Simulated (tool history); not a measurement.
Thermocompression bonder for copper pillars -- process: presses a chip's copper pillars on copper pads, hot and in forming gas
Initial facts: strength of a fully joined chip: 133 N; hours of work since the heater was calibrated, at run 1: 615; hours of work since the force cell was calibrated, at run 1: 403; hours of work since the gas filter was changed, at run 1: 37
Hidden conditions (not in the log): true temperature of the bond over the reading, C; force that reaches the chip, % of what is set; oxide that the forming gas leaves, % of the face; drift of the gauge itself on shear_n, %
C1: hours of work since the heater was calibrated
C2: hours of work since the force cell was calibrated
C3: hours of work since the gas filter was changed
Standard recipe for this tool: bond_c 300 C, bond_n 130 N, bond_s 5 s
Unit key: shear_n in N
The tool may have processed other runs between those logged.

Run 1, hour 0: usual settings; C1 615; C2 403; C3 37. Result: shear_n 57.3 N.
Run 2, hour 44.5: usual settings but bond_n 84 N; C1 644; C2 431; C3 66. Result: shear_n 41.2 N.
Run 3, hour 122.4: usual settings but bond_n 106 N; C1 694; C2 482; C3 116. Result: shear_n 47.4 N.
Run 4, hour 201.4: usual settings but bond_n 106 N; C1 745; C2 533; C3 167. Result: shear_n 48 N.
Run 5, hour 252.9: usual settings but bond_c 311 C; C1 778; C2 566; C3 200. Result: shear_n 64 N.
Run 6, hour 321.8: usual settings but bond_c 301 C; C1 823; C2 610; C3 245. Result: shear_n 55.1 N.
At hour 332.1: heater calibrated with a thermocouple chip.
At hour 351.2: forming gas filter changed.
Run 7, hour 362.1: usual settings but bond_n 138 N; C1 19; C2 635; C3 7. Result: shear_n 64 N.
Run 8, hour 407.9: usual settings but bond_n 138 N; C1 49; C2 664; C3 37. Result: shear_n 63.1 N.
Run 9, hour 481.1: usual settings; C1 96; C2 711; C3 84. Result: shear_n 60.9 N.
Run 10, hour 540.6: usual settings; C1 134; C2 750; C3 122. Result: shear_n 60.8 N.
Run 11, hour 604.5: usual settings; C1 175; C2 791; C3 163. Result: shear_n 58.8 N.
Run 12, hour 657.3: usual settings; C1 209; C2 825; C3 197. Result: shear_n 59.3 N.
Run 13, hour 739.6: usual settings but bond_c 272 C; C1 263; C2 878; C3 251. Result: shear_n 38.5 N.
At hour 754.5: forming gas filter changed.
Run 14, hour 809: usual settings but bond_c 270 C; C1 307; C2 923; C3 35. Result: shear_n 38.1 N.
Run 15, hour 891.5: usual settings but bond_c 270 C; C1 360; C2 976; C3 88. Result: shear_n 37.3 N.
Run 16, hour 931.2: usual settings but bond_c 270 C; C1 386; C2 1001; C3 114. Result: shear_n 37.1 N.
Run 17, hour 1013.6: usual settings but bond_c 270 C; C1 439; C2 1055; C3 167. Result: shear_n 36 N.
Run 18, hour 1080.8: usual settings but bond_c 270 C; C1 482; C2 1098; C3 210. Result: shear_n 36.3 N.
Run 19, hour 1121.8: usual settings but bond_c 270 C; C1 509; C2 1124; C3 237. Result: shear_n 35.8 N.
At hour 1157.8: forming gas filter changed.
Run 20, hour 1157.8: usual settings but bond_c 270 C; C1 532; C2 1147; C3 0. Result: shear_n 37.9 N.
Run 21, hour 1196.6: usual settings but bond_c 292 C, bond_s 6 s; C1 557; C2 1172; C3 25. Result: shear_n 56.2 N.
Run 22, hour 1254.6: usual settings but bond_c 292 C, bond_s 6 s; C1 594; C2 1210; C3 62. Result: shear_n 55.3 N.
Run 23, hour 1295: usual settings but bond_c 271 C, bond_n 88 N, bond_s 4 s; C1 620; C2 1236; C3 88. Result: shear_n 24.2 N.
Run 24, hour 1356.2: usual settings but bond_n 157 N, bond_s 13 s; C1 660; C2 1275; C3 128. Result: shear_n 86.5 N.
Run 25, hour 1392.3: usual settings but bond_c 302 C, bond_n 92 N, bond_s 7 s; C1 683; C2 1299; C3 151. Result: shear_n 51.7 N.
Run 26, hour 1457: usual settings but bond_c 302 C, bond_n 92 N, bond_s 7 s; C1 725; C2 1340; C3 193. Result: shear_n 51.6 N.
Run 27, hour 1509.2: usual settings but bond_c 329 C, bond_s 3 s; C1 758; C2 1374; C3 227. Result: shear_n 66.7 N.
At hour 1560.3: forming gas filter changed.
Run 28, hour 1570.8: usual settings but bond_c 279 C, bond_s 9 s; C1 798; C2 1413; C3 7. Result: shear_n 52.8 N.
At hour 1616.7: heater calibrated with a thermocouple chip.
Run 29, hour 1655: usual settings but bond_c 293 C, bond_n 192 N, bond_s 4 s; C1 25; C2 1466; C3 60. Result: shear_n 64.3 N.
Run 30, hour 1706.5: usual settings but bond_c 293 C, bond_n 192 N, bond_s 4 s; C1 58; C2 1500; C3 93. Result: shear_n 64 N.
Run 31, hour 1764.3: usual settings but bond_c 293 C, bond_n 108 N, bond_s 8 s; C1 95; C2 1537; C3 130. Result: shear_n 55.6 N.
Run 32, hour 1840.7: usual settings but bond_c 293 C, bond_n 108 N, bond_s 13 s; C1 144; C2 1586; C3 180. Result: shear_n 64.7 N.
Run 33, hour 1902.5: usual settings but bond_c 293 C, bond_n 108 N, bond_s 13 s; C1 184; C2 1626; C3 219. Result: shear_n 64.6 N.
Run 34, hour 1939.6: usual settings but bond_c 309 C, bond_n 80 N, bond_s 14 s; C1 208; C2 1650; C3 243. Result: shear_n 64.6 N.
At hour 1968.6: forming gas filter changed.
Run 35, hour 1997.9: usual settings but bond_c 308 C, bond_n 135 N, bond_s 7 s; C1 246; C2 1687; C3 19. Result: shear_n 73 N.
Run 36, hour 2079.8: usual settings but bond_c 306 C, bond_n 99 N, bond_s 7 s; C1 298; C2 1740; C3 72. Result: shear_n 57.4 N.
Run 37, hour 2151.6: usual settings; C1 345; C2 1786; C3 118. Result: shear_n 57.2 N.
Run 38, hour 2224.4: usual settings but bond_n 193 N; C1 392; C2 1833; C3 165. Result: shear_n 73.1 N.
Run 39, hour 2302.4: usual settings but bond_n 193 N; C1 442; C2 1884; C3 215. Result: shear_n 70.2 N.

Forecast each of these 3 alternatives for the next run:
At hour 2332.1: force cell calibrated.
Run A, hour 2337.6: usual settings but bond_c 280 C, bond_n 193 N; C1 464; C2 4; C3 237. Result: shear_n ?.
At hour 2332.1: force cell calibrated.
Run B, hour 2337.6: usual settings but bond_c 321 C, bond_n 193 N, bond_s 6 s; C1 464; C2 4; C3 237. Result: shear_n ?.
At hour 2332.1: force cell calibrated.
Run C, hour 2337.6: usual settings but bond_c 320 C, bond_n 110 N; C1 464; C2 4; C3 237. Result: shear_n ?.

run  shear_n
  A     56.5
  B     96.2
  C     65.8
Without the tool's unlogged condition, the same runs would have read:
run  shear_n
  A     61.5
  B    102.1
  C     70.9
